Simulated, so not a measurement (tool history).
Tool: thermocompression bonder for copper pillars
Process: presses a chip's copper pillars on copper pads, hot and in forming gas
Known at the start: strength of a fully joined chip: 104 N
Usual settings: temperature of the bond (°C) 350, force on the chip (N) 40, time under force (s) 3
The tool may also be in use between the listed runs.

run,hour,temperature of the bond (°C),force on the chip (N),time under force (s),force that shears a chip off (N)
1,0,350,40,3,38.3
2,25.6,350,32,3,32.8
3,66.2,350,36,3,34.4
4,101,350,48,3,41.3
5,139.2,350,40,3,35.6
6,167,350,40,3,35.5
7,213.2,350,40,3,35.5
8,256.9,350,40,3,34.6
9,298.1,350,40,3,34.5
10,336.4,350,40,3,38.3
11,371.8,350,40,3,38.1
12,397.4,350,40,3,37.4
13,423.5,350,40,3,37.2
14,445.4,350,40,3,37.1
15,481.6,350,40,3,36.6
16,507.8,350,40,3,35.8
17,536.3,350,40,3,36.2
18,571.8,350,40,3,35.5
19,602.3,350,50,3,40
20,650.3,350,50,3,39.7
21,691.8,350,50,3,39.6
22,714.3,369,57,8,73.2
23,756.9,369,57,8,72.9
24,777.9,350,31,5,38.7
25,828.7,335,52,2,32.8
26,865.6,353,35,3,34.5
27,900.4,373,32,5,45.7
28,921.2,359,33,5,41.5
29,965.3,359,33,5,41
30,992.8,359,33,5,40.5
31,1024.5,363,41,5,46.6
32,1064.1,363,46,6,52.2
33,1099.5,363,46,3,46
34,1131.4,350,26,3,27.9
35,1168.3,370,40,3,44.8
36,1192.6,370,35,3,39.8
37,1216.2,364,30,3,34.2
38,1262.8,323,35,2,21.3
39,1308.4,323,35,2,20.6
40,1339.8,359,25,2,23.2

Taken out of this log: 3 entries between the listed runs. Where each belongs, and how the hidden state differs across it:
Between runs 9 and 10: forming gas filter changed (hour 336.4)
  force that reaches the chip, % of what is set: 96.9 -> 96.8; oxide that the forming gas leaves, % of the face: 11.65 -> 0.55
  measured less the result without the state, force that shears a chip off (N): -4.5 -> -0.2
Between runs 21 and 22: forming gas filter changed (hour 708.4)
  true temperature of the bond over the reading, C: 2.4 -> 2.5; force that reaches the chip, % of what is set: 95.9 -> 95.8; oxide that the forming gas leaves, % of the face: 11.79 -> 0.77
  measured less the result without the state, force that shears a chip off (N): -5.3 -> -0.5
Between runs 32 and 33: forming gas filter changed (hour 1080.5)
  oxide that the forming gas leaves, % of the face: 11.64 -> 1.21
  measured less the result without the state, force that shears a chip off (N): -7 -> -0.6
